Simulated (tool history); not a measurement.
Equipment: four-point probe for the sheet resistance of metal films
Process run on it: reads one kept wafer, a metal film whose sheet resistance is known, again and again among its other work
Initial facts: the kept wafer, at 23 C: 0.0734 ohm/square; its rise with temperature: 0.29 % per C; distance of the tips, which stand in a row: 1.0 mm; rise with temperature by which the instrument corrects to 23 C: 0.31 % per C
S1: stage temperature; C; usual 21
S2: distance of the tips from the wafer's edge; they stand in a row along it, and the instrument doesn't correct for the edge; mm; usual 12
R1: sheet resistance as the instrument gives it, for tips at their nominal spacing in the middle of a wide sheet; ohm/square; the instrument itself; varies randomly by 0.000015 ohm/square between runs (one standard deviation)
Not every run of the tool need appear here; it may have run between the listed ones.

run   hour  S1  S2        R1
  1    0.0  21  12  0.073843
  2   18.3  21  12  0.073837
  3   35.4  21  57  0.073575
  4   59.9  35  57  0.073386
  5   80.3  35  57  0.073407
  6   99.3  35  57  0.073375
  7  120.2  21  12  0.073873
  8  140.1  21  12  0.073852
  9  160.3  25  12  0.073819
 10  180.7  21  37  0.073629
 11  205.4  21  37  0.073648
 12  232.5  31  12  0.073748
 13  254.1  31  12  0.073749
 14  273.8  31  12  0.073764
 15  289.6  21  12  0.073893
 16  310.2  21  12  0.073893
 17  323.6  33  11  0.073781
 18  350.9  33  11  0.073798
 19  378.7  33  11  0.073819
 20  390.5  33  11  0.073798
 21  413.8  33  11  0.073815
 22  439.9  19  16  0.073828
 23  464.7  22   9  0.074134
 24  481.5  26   9  0.074085
 25  506.9  24   9  0.074106
 26  525.4  27   7  0.074391
 27  552.8  22  36  0.073676
 28  575.6  22  36  0.073720
 29  597.3  22   4  0.076090
 30  618.5  28  23  0.073681

3 options for the next run, each taken on its own from the tool as it stands now. Forecast them:
  A  634.7  21   4   ?
  B  634.7  21   3   ?
  C  634.7  20  13   ?

run        R1
  A  0.076116
  B  0.077849
  C  0.073942
Take away the tool's hidden state, keep each run's random variation, and the runs would have read:
run        R1
  A  0.075831
  B  0.077559
  C  0.073665
